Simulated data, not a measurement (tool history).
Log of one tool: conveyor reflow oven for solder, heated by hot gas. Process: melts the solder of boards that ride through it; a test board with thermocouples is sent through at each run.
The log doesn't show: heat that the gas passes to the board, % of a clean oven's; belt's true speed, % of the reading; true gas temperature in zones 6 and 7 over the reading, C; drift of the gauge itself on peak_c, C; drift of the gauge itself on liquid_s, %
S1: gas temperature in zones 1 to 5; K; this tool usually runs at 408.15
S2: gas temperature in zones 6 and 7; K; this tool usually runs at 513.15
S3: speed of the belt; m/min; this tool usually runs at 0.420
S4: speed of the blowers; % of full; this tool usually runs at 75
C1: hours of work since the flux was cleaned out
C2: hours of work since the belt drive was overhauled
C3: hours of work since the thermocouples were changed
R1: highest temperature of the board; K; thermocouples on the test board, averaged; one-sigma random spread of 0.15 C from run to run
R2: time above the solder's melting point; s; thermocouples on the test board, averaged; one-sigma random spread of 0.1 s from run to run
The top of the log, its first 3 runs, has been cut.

run,hour,S1,S2,S3,S4,C1,C2,C3,R1,R2
4,26.7,408.15,513.15,0.420,75,97,169,327,495.35,67.0
5,38.3,408.15,513.15,0.428,75,103,176,333,494.25,65.2
6,44.8,412.15,513.15,0.420,75,106,179,337,495.25,68.8
7,52.5,408.15,513.15,0.420,75,111,183,341,495.05,67.1
8,59.1,408.15,513.15,0.445,75,114,187,344,492.75,61.3
9,69.0,408.15,513.15,0.445,75,119,192,350,492.85,61.4
10,75.6,408.15,513.15,0.445,75,123,196,353,492.95,61.5
11,87.8,408.15,524.15,0.445,75,129,202,360,502.35,67.8
12,93.9,408.15,524.15,0.445,75,133,205,363,502.45,67.6
13,103.1,408.15,513.15,0.420,75,138,210,368,495.25,66.8
14,108.3,408.15,513.15,0.420,75,140,213,371,494.75,67.0
15,119.1,408.15,513.15,0.420,75,146,219,377,494.85,66.8
16,124.7,408.15,513.15,0.420,75,149,222,380,494.65,66.8
17,135.8,408.15,513.15,0.420,75,155,228,385,494.45,66.8
18,143.8,418.15,513.15,0.440,75,160,232,390,494.95,67.4
19,153.0,418.15,510.15,0.484,67,164,237,395,486.55,54.3
20,159.2,408.15,509.15,0.433,79,168,240,398,491.55,62.3
21,165.0,407.15,512.15,0.418,79,171,243,401,494.95,67.1
# hour 176.3: flux residue cleaned out of gas plates and filters
22,178.0,407.15,512.15,0.418,79,1,248,405,495.75,68.0
23,186.4,393.15,502.15,0.420,75,5,252,410,483.35,52.2
24,196.3,393.15,502.15,0.420,75,11,258,415,483.65,52.2
25,205.5,393.15,502.15,0.420,75,16,263,420,483.55,52.2

Run 26 comes next. What will it give?
26,211.6,397.15,525.15,0.477,55,19,266,423,?,?

{"run 26": {"R1": 488.85, "R2": 49.3}}
Minus the tool's unlogged condition, the same run would have read R1 490.05 K, R2 50.0 s.

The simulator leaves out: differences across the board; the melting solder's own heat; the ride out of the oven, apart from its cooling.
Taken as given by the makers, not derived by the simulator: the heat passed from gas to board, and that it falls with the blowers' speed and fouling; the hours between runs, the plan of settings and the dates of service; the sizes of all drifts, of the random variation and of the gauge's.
